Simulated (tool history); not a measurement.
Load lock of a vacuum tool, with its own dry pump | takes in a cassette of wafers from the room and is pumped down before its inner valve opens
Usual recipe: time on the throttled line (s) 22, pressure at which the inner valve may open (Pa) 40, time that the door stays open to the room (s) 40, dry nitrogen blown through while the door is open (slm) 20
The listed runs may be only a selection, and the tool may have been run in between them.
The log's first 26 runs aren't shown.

| run | hour | time on the throttled line (s) | pressure at which the inner valve may open (Pa) | time that the door stays open to the room (s) | dry nitrogen blown through while the door is open (slm) | hours that the pump has run since its overhaul | times that the door has closed on its seal | incoming humidity of the room's air, % | time from the closed door until the inner valve may open (s) | rise of the pressure with all valves shut (Pa/min) |
|---|---|---|---|---|---|---|---|---|---|---|
| 27 | 4858.1 | 25 | 74 | 146 | 20 | 18311 | 42890 | 45.8 | 57.4 | 0.220 |
| 28 | 5063.2 | 25 | 46 | 146 | 7 | 18516 | 43660 | 40.9 | 60.9 | 0.229 |
| 29 | 5304.2 | 25 | 46 | 146 | 7 | 18757 | 44564 | 45.6 | 60.2 | 0.249 |
| 30 | 5575.0 | 40 | 46 | 146 | 7 | 19028 | 45581 | 43.1 | 71.1 | 0.254 |
|  | 5637.8 | dry pump taken out, an overhauled one fitted |
| 31 | 5848.3 | 16 | 54 | 29 | 5 | 211 | 46584 | 45.1 | 47.4 | 0.186 |
| 32 | 6002.2 | 22 | 40 | 33 | 20 | 364 | 47161 | 46.4 | 53.6 | 0.186 |
| 33 | 6207.2 | 17 | 40 | 30 | 13 | 569 | 47931 | 45.8 | 49.7 | 0.189 |
| 34 | 6468.3 | 11 | 40 | 189 | 20 | 831 | 48910 | 44.6 | 45.0 | 0.255 |
| 35 | 6628.7 | 25 | 40 | 50 | 20 | 991 | 49512 | 46.5 | 55.6 | 0.209 |
| 36 | 6863.2 | 25 | 40 | 50 | 20 | 1225 | 50392 | 46.7 | 56.3 | 0.207 |

Forecast each of these 3 alternatives for the next run:
| A | 7031.4 | 25 | 40 | 50 | 30 | 1394 | 51023 | 45.0 | ? | ? |
| B | 7031.4 | 16 | 44 | 74 | 20 | 1394 | 51023 | 49.9 | ? | ? |
| C | 7031.4 | 22 | 40 | 40 | 40 | 1394 | 51023 | 44.5 | ? | ? |

| run | time from the closed door until the inner valve may open (s) | rise of the pressure with all valves shut (Pa/min) |
|---|---|---|
| A | 56.1 | 0.210 |
| B | 48.8 | 0.225 |
| C | 53.8 | 0.204 |
With no hidden state in the tool, these same runs would have given:
| run | time from the closed door until the inner valve may open (s) | rise of the pressure with all valves shut (Pa/min) |
|---|---|---|
| A | 56.1 | 0.032 |
| B | 48.9 | 0.052 |
| C | 53.8 | 0.023 |
